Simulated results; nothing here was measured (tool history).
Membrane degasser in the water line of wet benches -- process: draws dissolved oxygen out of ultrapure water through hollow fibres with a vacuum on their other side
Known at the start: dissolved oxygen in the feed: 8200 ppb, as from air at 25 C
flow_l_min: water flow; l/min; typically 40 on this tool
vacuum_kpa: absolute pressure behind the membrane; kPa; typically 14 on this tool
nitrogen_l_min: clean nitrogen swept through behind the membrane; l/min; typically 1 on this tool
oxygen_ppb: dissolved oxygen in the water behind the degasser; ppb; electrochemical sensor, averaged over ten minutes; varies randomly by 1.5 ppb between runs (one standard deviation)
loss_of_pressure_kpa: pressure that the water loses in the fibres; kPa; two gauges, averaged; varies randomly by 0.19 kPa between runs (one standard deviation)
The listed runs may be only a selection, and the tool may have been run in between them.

run    hour  flow_l_min  vacuum_kpa  nitrogen_l_min  oxygen_ppb  loss_of_pressure_kpa
  1       0          40          14               1       806.1                  48.4
  2    57.6          40        10.4               1         557                  48.3
  3   104.1          40          14             2.7       360.9                 48.18
  4   147.9          40          14             2.7       359.1                 48.69
  5   186.8          45          14               1       881.9                 54.35
  6   235.5          40        16.5               1       976.1                 48.29
  7   277.8          40          14               1       808.5                 48.56
  8   320.9          40          14               1       807.6                 48.53
  9   377.5          40          14            1.83       502.2                 48.25
 10   427.2          40          14            1.83       502.7                 48.73
 11   453.7          30          14               1       648.1                 36.24
 12   491.1          30          14               1       647.3                 36.24
 13   516.2          30          14               1       648.8                 36.17
 14   553.9          30          14            0.51      1058.5                 36.52
 15   585.4          30          14            0.51      1062.3                 36.25
 16   644.7          30          14            0.51      1060.9                 36.44
 17   693.4          30          14            0.51      1054.4                  36.5
 18   718.8          30          14            0.51      1059.7                 36.24
 19   745.5          43        11.3            2.17         355                 51.99
 20     788          43        11.3            2.17       356.2                  52.2
 21   837.2          43        11.3            2.17       356.5                 51.95
 22   874.6          35        13.3            2.15       366.8                 42.25
 23   905.3          41        18.7            1.51       835.2                 49.54
 24     942          41        18.7            1.51         836                 49.42
 25   985.7          41        18.7            1.51       837.2                 49.72
 26  1013.3          41        18.7            1.51       835.9                 49.93
 27  1055.3          30          19            1.27       757.9                 36.45
 28  1086.6          30          19            1.27       759.9                 36.54
 29  1115.2          31          14             0.7       871.3                 37.42
 30  1151.2          49          14             0.7      1202.3                 59.29
 31  1207.5          28        19.9             1.5       661.6                 34.07

Subtracting, for every run, the result it would have given without the tool's unlogged condition from the measured result gives the following. The same run-to-run variation enters both numbers; the gauge's scatter may not:
Hidden state at play: membrane still open, %; true pressure behind the membrane over the reading, kPa; air that leaks in behind the membrane, l/min; drift of the gauge itself on oxygen_ppb, %; drift of the gauge itself on loss_of_pressure_kpa, %.
run  oxygen_ppb  loss_of_pressure_kpa
  1        +6.6                 +0.03
  2          +7                 +0.05
  3          +4                 +0.06
  4        +4.1                 +0.06
  5        +7.6                 +0.08
  6        +7.4                 +0.08
  7        +7.6                 +0.09
  8        +7.7                  +0.1
  9        +5.9                 +0.11
 10        +6.1                 +0.12
 11        +7.5                 +0.09
 12        +7.7                  +0.1
 13        +7.8                  +0.1
 14        +9.3                 +0.11
 15        +9.4                 +0.12
 16        +9.6                 +0.12
 17        +9.9                 +0.13
 18         +10                 +0.14
 19        +6.3                 +0.19
 20        +6.4                  +0.2
 21        +6.5                 +0.21
 22          +6                 +0.18
 23        +8.3                 +0.22
 24        +8.4                 +0.23
 25        +8.6                 +0.24
 26        +8.7                 +0.25
 27        +8.8                 +0.19
 28        +8.8                 +0.19
 29       +11.2                  +0.2
 30       +13.2                 +0.32
 31        +8.5                 +0.19
